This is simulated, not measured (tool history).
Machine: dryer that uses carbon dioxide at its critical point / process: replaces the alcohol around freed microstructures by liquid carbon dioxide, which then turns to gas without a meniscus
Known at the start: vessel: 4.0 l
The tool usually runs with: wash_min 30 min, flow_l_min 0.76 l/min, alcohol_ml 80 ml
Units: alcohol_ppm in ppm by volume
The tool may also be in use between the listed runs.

{"run": 1, "hour": 0.0, "wash_min": 30, "flow_l_min": 0.76, "alcohol_ml": 80, "alcohol_ppm": 172}
{"run": 2, "hour": 38.1, "wash_min": 46, "flow_l_min": 0.76, "alcohol_ml": 80, "alcohol_ppm": 50}
{"run": 3, "hour": 78.8, "wash_min": 46, "flow_l_min": 0.76, "alcohol_ml": 80, "alcohol_ppm": 54}
{"run": 4, "hour": 122.2, "wash_min": 30, "flow_l_min": 1.124, "alcohol_ml": 80, "alcohol_ppm": 60}
{"run": 5, "hour": 165.6, "wash_min": 33, "flow_l_min": 0.76, "alcohol_ml": 80, "alcohol_ppm": 128}
{"run": 6, "hour": 214.8, "wash_min": 33, "flow_l_min": 0.76, "alcohol_ml": 80, "alcohol_ppm": 151}
{"run": 7, "hour": 269.9, "wash_min": 28, "flow_l_min": 0.76, "alcohol_ml": 80, "alcohol_ppm": 272}
{"run": 8, "hour": 322.4, "wash_min": 28, "flow_l_min": 0.76, "alcohol_ml": 80, "alcohol_ppm": 301}
{"run": 9, "hour": 355.4, "wash_min": 28, "flow_l_min": 0.76, "alcohol_ml": 29, "alcohol_ppm": 155}
{"run": 10, "hour": 379.5, "wash_min": 28, "flow_l_min": 0.76, "alcohol_ml": 29, "alcohol_ppm": 158}
{"run": 11, "hour": 437.6, "wash_min": 30, "flow_l_min": 0.76, "alcohol_ml": 80, "alcohol_ppm": 267}
{"run": 12, "hour": 476.1, "wash_min": 30, "flow_l_min": 0.76, "alcohol_ml": 80, "alcohol_ppm": 270}
{"run": 13, "hour": 506.9, "wash_min": 39, "flow_l_min": 0.76, "alcohol_ml": 80, "alcohol_ppm": 132}
{"hour": 537.1, "done": "inlet filter changed"}
{"run": 14, "hour": 549.9, "wash_min": 39, "flow_l_min": 0.76, "alcohol_ml": 80, "alcohol_ppm": 104}
{"run": 15, "hour": 577.5, "wash_min": 39, "flow_l_min": 0.76, "alcohol_ml": 80, "alcohol_ppm": 112}
{"run": 16, "hour": 621.7, "wash_min": 39, "flow_l_min": 0.76, "alcohol_ml": 80, "alcohol_ppm": 115}
{"run": 17, "hour": 662.5, "wash_min": 30, "flow_l_min": 0.76, "alcohol_ml": 80, "alcohol_ppm": 203}
{"run": 18, "hour": 701.2, "wash_min": 24, "flow_l_min": 0.76, "alcohol_ml": 80, "alcohol_ppm": 404}
{"run": 19, "hour": 731.0, "wash_min": 24, "flow_l_min": 0.76, "alcohol_ml": 80, "alcohol_ppm": 420}
{"run": 20, "hour": 785.8, "wash_min": 24, "flow_l_min": 0.933, "alcohol_ml": 80, "alcohol_ppm": 229}
{"run": 21, "hour": 829.7, "wash_min": 38, "flow_l_min": 0.576, "alcohol_ml": 80, "alcohol_ppm": 274}
{"run": 22, "hour": 857.2, "wash_min": 36, "flow_l_min": 0.576, "alcohol_ml": 80, "alcohol_ppm": 326}
{"run": 23, "hour": 909.9, "wash_min": 32, "flow_l_min": 0.466, "alcohol_ml": 37, "alcohol_ppm": 486}
{"run": 24, "hour": 967.1, "wash_min": 32, "flow_l_min": 0.466, "alcohol_ml": 37, "alcohol_ppm": 505}
{"run": 25, "hour": 1015.3, "wash_min": 44, "flow_l_min": 0.76, "alcohol_ml": 92, "alcohol_ppm": 121}
{"run": 26, "hour": 1066.4, "wash_min": 18, "flow_l_min": 0.877, "alcohol_ml": 80, "alcohol_ppm": 833}
{"run": 27, "hour": 1093.5, "wash_min": 22, "flow_l_min": 0.496, "alcohol_ml": 42, "alcohol_ppm": 1252}
{"run": 28, "hour": 1119.4, "wash_min": 30, "flow_l_min": 0.76, "alcohol_ml": 43, "alcohol_ppm": 215}
{"run": 29, "hour": 1151.8, "wash_min": 30, "flow_l_min": 0.76, "alcohol_ml": 43, "alcohol_ppm": 212}
{"run": 30, "hour": 1187.4, "wash_min": 27, "flow_l_min": 0.9, "alcohol_ml": 66, "alcohol_ppm": 239}
{"run": 31, "hour": 1212.0, "wash_min": 43, "flow_l_min": 1.116, "alcohol_ml": 66, "alcohol_ppm": 121}
{"run": 32, "hour": 1238.6, "wash_min": 22, "flow_l_min": 0.76, "alcohol_ml": 80, "alcohol_ppm": 815}
{"hour": 1259.7, "done": "inlet filter changed"}
{"run": 33, "hour": 1264.3, "wash_min": 22, "flow_l_min": 0.76, "alcohol_ml": 80, "alcohol_ppm": 558}

Alternative continuations, all from the tool just after run 33; predict every row:
{"run": "A", "hour": 1300.9, "wash_min": 42, "flow_l_min": 0.76, "alcohol_ml": 28, "alcohol_ppm": "?"}
{"run": "B", "hour": 1300.9, "wash_min": 20, "flow_l_min": 0.54, "alcohol_ml": 25, "alcohol_ppm": "?"}
{"run": "C", "hour": 1300.9, "wash_min": 30, "flow_l_min": 0.657, "alcohol_ml": 82, "alcohol_ppm": "?"}

run=A alcohol_ppm=136
run=B alcohol_ppm=657
run=C alcohol_ppm=352
With the hidden condition removed and each run's random variation left untouched, the same runs would have given:
run=A alcohol_ppm=11
run=B alcohol_ppm=515
run=C alcohol_ppm=215
